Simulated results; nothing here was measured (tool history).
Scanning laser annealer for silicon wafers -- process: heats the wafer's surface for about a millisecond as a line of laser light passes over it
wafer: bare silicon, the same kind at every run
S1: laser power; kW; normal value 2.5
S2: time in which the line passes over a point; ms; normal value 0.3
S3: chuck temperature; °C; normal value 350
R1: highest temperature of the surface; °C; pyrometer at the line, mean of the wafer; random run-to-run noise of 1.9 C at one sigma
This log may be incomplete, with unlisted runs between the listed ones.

{"run": 1, "day": 0.0, "S1": 2.5, "S2": 0.3, "S3": 350, "R1": 1123}
{"run": 2, "day": 0.512, "S1": 2.5, "S2": 0.3, "S3": 350, "R1": 1124}
{"run": 3, "day": 0.9, "S1": 2.5, "S2": 0.3, "S3": 350, "R1": 1124}
{"run": 4, "day": 1.362, "S1": 2.5, "S2": 0.3, "S3": 335, "R1": 1105}
{"run": 5, "day": 1.638, "S1": 2.5, "S2": 0.308, "S3": 350, "R1": 1130}
{"run": 6, "day": 1.912, "S1": 2.5, "S2": 0.308, "S3": 311, "R1": 1090}
{"day": 2.125, "done": "window over the wafer cleaned"}
{"run": 7, "day": 2.512, "S1": 2.5, "S2": 0.308, "S3": 311, "R1": 1137}
{"run": 8, "day": 3.012, "S1": 2.5, "S2": 0.3, "S3": 350, "R1": 1160}
{"run": 9, "day": 3.479, "S1": 2.5, "S2": 0.3, "S3": 350, "R1": 1163}
{"run": 10, "day": 3.733, "S1": 2.5, "S2": 0.3, "S3": 350, "R1": 1162}
{"run": 11, "day": 4.004, "S1": 2.5, "S2": 0.304, "S3": 350, "R1": 1169}
{"run": 12, "day": 4.5, "S1": 2.5, "S2": 0.304, "S3": 350, "R1": 1167}
{"run": 13, "day": 4.896, "S1": 2.5, "S2": 0.304, "S3": 350, "R1": 1165}
{"run": 14, "day": 5.358, "S1": 2.5, "S2": 0.304, "S3": 350, "R1": 1163}
{"run": 15, "day": 5.875, "S1": 2.5, "S2": 0.3, "S3": 350, "R1": 1162}
{"run": 16, "day": 6.188, "S1": 2.5, "S2": 0.3, "S3": 350, "R1": 1158}
{"run": 17, "day": 6.746, "S1": 2.5, "S2": 0.3, "S3": 350, "R1": 1162}
{"run": 18, "day": 7.25, "S1": 2.5, "S2": 0.3, "S3": 350, "R1": 1159}
{"run": 19, "day": 7.517, "S1": 2.5, "S2": 0.3, "S3": 350, "R1": 1157}
{"run": 20, "day": 8.004, "S1": 2.5, "S2": 0.3, "S3": 350, "R1": 1159}
{"run": 21, "day": 8.412, "S1": 2.5, "S2": 0.3, "S3": 350, "R1": 1158}
{"run": 22, "day": 8.862, "S1": 2.5, "S2": 0.3, "S3": 350, "R1": 1157}
{"run": 23, "day": 9.242, "S1": 2.322, "S2": 0.306, "S3": 380, "R1": 1120}
{"run": 24, "day": 9.529, "S1": 2.143, "S2": 0.336, "S3": 361, "R1": 1056}
{"run": 25, "day": 9.958, "S1": 2.175, "S2": 0.378, "S3": 358, "R1": 1108}
{"run": 26, "day": 10.488, "S1": 2.175, "S2": 0.378, "S3": 358, "R1": 1104}
{"run": 27, "day": 11.004, "S1": 2.175, "S2": 0.378, "S3": 358, "R1": 1106}
{"run": 28, "day": 11.367, "S1": 2.5, "S2": 0.3, "S3": 324, "R1": 1127}
{"run": 29, "day": 11.892, "S1": 2.338, "S2": 0.3, "S3": 318, "R1": 1057}
{"run": 30, "day": 12.404, "S1": 2.129, "S2": 0.3, "S3": 325, "R1": 977}
{"run": 31, "day": 12.692, "S1": 2.36, "S2": 0.278, "S3": 318, "R1": 1041}
{"run": 32, "day": 13.038, "S1": 2.394, "S2": 0.372, "S3": 335, "R1": 1172}
{"run": 33, "day": 13.608, "S1": 2.394, "S2": 0.372, "S3": 335, "R1": 1171}
{"run": 34, "day": 14.171, "S1": 2.355, "S2": 0.287, "S3": 350, "R1": 1078}
{"run": 35, "day": 14.467, "S1": 2.736, "S2": 0.27, "S3": 324, "R1": 1183}
{"run": 36, "day": 14.804, "S1": 2.736, "S2": 0.27, "S3": 324, "R1": 1182}
{"run": 37, "day": 15.071, "S1": 2.5, "S2": 0.3, "S3": 340, "R1": 1139}
{"run": 38, "day": 15.371, "S1": 2.442, "S2": 0.3, "S3": 340, "R1": 1116}
{"run": 39, "day": 15.717, "S1": 2.442, "S2": 0.286, "S3": 365, "R1": 1124}
{"run": 40, "day": 16.221, "S1": 2.277, "S2": 0.272, "S3": 360, "R1": 1040}
{"run": 41, "day": 16.642, "S1": 2.243, "S2": 0.3, "S3": 387, "R1": 1082}

Predict each of these 4 candidate next runs independently; none follows another, all start after run 41:
{"run": "A", "day": 16.992, "S1": 2.5, "S2": 0.3, "S3": 389, "R1": "?"}
{"run": "B", "day": 16.992, "S1": 2.442, "S2": 0.35, "S3": 348, "R1": "?"}
{"run": "C", "day": 16.992, "S1": 2.367, "S2": 0.314, "S3": 359, "R1": "?"}
{"run": "D", "day": 16.992, "S1": 2.138, "S2": 0.22, "S3": 387, "R1": "?"}

run=A R1=1187
run=B R1=1179
run=C R1=1120
run=D R1=955
Without the tool's unlogged condition, the same runs would have read:
run=A R1=1213
run=B R1=1205
run=C R1=1145
run=D R1=974
